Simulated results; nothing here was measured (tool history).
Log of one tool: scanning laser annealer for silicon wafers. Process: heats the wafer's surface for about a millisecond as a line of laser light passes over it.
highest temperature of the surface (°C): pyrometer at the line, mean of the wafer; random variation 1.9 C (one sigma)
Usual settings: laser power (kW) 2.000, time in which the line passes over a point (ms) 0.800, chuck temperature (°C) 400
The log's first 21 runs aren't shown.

| run | day | laser power (kW) | time in which the line passes over a point (ms) | chuck temperature (°C) | hours of work since the window was cleaned | hours of work since the power meter was calibrated | hours of work since the optics were aligned | highest temperature of the surface (°C) |
|---|---|---|---|---|---|---|---|---|
| 22 | 12.029 | 1.792 | 0.791 | 387 | 144 | 270 | 144 | 1101 |
| 23 | 12.479 | 1.792 | 0.791 | 382 | 149 | 276 | 149 | 1098 |
| 24 | 12.896 | 1.792 | 0.791 | 382 | 154 | 281 | 154 | 1096 |
| 25 | 13.633 | 2.067 | 0.800 | 400 | 163 | 289 | 163 | 1250 |
| 26 | 14.158 | 2.003 | 0.891 | 390 | 169 | 296 | 169 | 1259 |
| 27 | 14.950 | 2.006 | 0.930 | 406 | 178 | 305 | 178 | 1297 |
| 28 | 15.571 | 1.851 | 0.703 | 400 | 186 | 313 | 186 | 1090 |
| 29 | 16.050 | 1.851 | 0.703 | 400 | 192 | 318 | 192 | 1090 |
| 30 | 16.442 | 1.861 | 0.599 | 400 | 196 | 323 | 196 | 1031 |
| 31 | 16.842 | 1.861 | 0.599 | 400 | 201 | 328 | 201 | 1033 |
| 32 | 17.296 | 1.861 | 0.599 | 400 | 206 | 333 | 206 | 1033 |
| 33 | 17.996 | 1.820 | 0.599 | 367 | 215 | 342 | 215 | 982 |
| 34 | 18.646 | 1.820 | 0.599 | 367 | 223 | 349 | 223 | 984 |
| 35 | 19.250 | 1.818 | 0.800 | 401 | 230 | 357 | 230 | 1124 |
| 36 | 19.783 | 2.155 | 0.800 | 363 | 236 | 363 | 236 | 1246 |
| 37 | 20.308 | 2.155 | 0.648 | 371 | 242 | 369 | 242 | 1155 |
| 38 | 20.871 | 2.155 | 0.648 | 371 | 249 | 376 | 249 | 1154 |
| 39 | 21.467 | 2.000 | 0.752 | 400 | 256 | 383 | 256 | 1179 |
| 40 | 22.196 | 2.000 | 0.752 | 400 | 265 | 392 | 265 | 1177 |

Forecast each of these 5 alternatives for the next run:
| A | 22.946 | 2.000 | 0.921 | 361 | 274 | 401 | 274 | ? |
| B | 22.946 | 1.948 | 0.767 | 391 | 274 | 401 | 274 | ? |
| C | 22.946 | 2.070 | 0.752 | 362 | 274 | 401 | 274 | ? |
| D | 22.946 | 1.955 | 0.990 | 423 | 274 | 401 | 274 | ? |
| E | 22.946 | 2.025 | 0.800 | 400 | 274 | 401 | 274 | ? |

| run | highest temperature of the surface (°C) |
|---|---|
| A | 1230 |
| B | 1152 |
| C | 1173 |
| D | 1306 |
| E | 1215 |
Without the tool's hidden state the same runs would have given:
| run | highest temperature of the surface (°C) |
|---|---|
| A | 1269 |
| B | 1186 |
| C | 1210 |
| D | 1346 |
| E | 1252 |
